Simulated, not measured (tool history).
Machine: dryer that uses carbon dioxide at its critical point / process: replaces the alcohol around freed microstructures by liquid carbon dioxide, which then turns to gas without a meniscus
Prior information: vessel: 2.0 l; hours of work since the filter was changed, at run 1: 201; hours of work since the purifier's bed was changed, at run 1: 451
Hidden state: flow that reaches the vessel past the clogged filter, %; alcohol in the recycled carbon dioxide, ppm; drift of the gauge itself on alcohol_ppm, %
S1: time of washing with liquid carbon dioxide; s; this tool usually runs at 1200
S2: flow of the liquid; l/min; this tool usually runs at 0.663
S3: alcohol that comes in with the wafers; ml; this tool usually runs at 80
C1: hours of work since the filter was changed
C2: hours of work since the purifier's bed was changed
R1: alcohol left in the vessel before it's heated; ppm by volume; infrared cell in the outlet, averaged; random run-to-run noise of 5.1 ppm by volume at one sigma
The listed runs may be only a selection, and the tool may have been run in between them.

run,hour,S1,S2,S3,C1,C2,R1
1,0.0,1200,0.663,80,201,451,224
# hour 19.9: inlet filter changed
2,25.8,1200,0.663,80,4,469,155
3,49.3,1200,0.663,80,21,486,160
4,75.3,1200,0.663,80,40,505,171
5,92.7,840,0.663,80,52,517,617
6,126.6,840,0.663,80,77,542,690
7,143.1,780,0.663,80,89,553,884
8,175.2,780,0.663,22,112,576,325
9,208.0,1020,0.663,80,135,600,406
10,235.0,1200,0.663,80,155,619,235
# hour 258.7: purifier's bed changed
11,258.7,1200,0.663,80,170,0,148
12,289.5,1440,0.663,56,192,22,44
13,311.1,1440,0.844,56,207,38,17
# hour 321.3: inlet filter changed
14,338.7,1440,0.844,56,13,57,20
15,357.6,1440,0.844,56,26,70,21
16,384.3,1440,0.844,56,45,90,19
17,408.2,1440,0.844,56,63,107,20
18,434.4,1560,0.727,21,81,126,24
19,466.7,1560,0.727,21,105,149,19
20,495.2,1560,0.778,31,125,169,30
21,529.4,1020,0.772,29,150,194,79
22,557.6,840,1.006,80,170,214,124

What would each run have given without the hidden state, its run-to-run variation left as it was?
run,R1
1,73
2,76
3,74
4,75
5,452
6,474
7,618
8,172
9,191
10,70
11,74
12,17
13,7
14,11
15,9
16,4
17,2
18,4
19,0
20,1
21,26
22,44
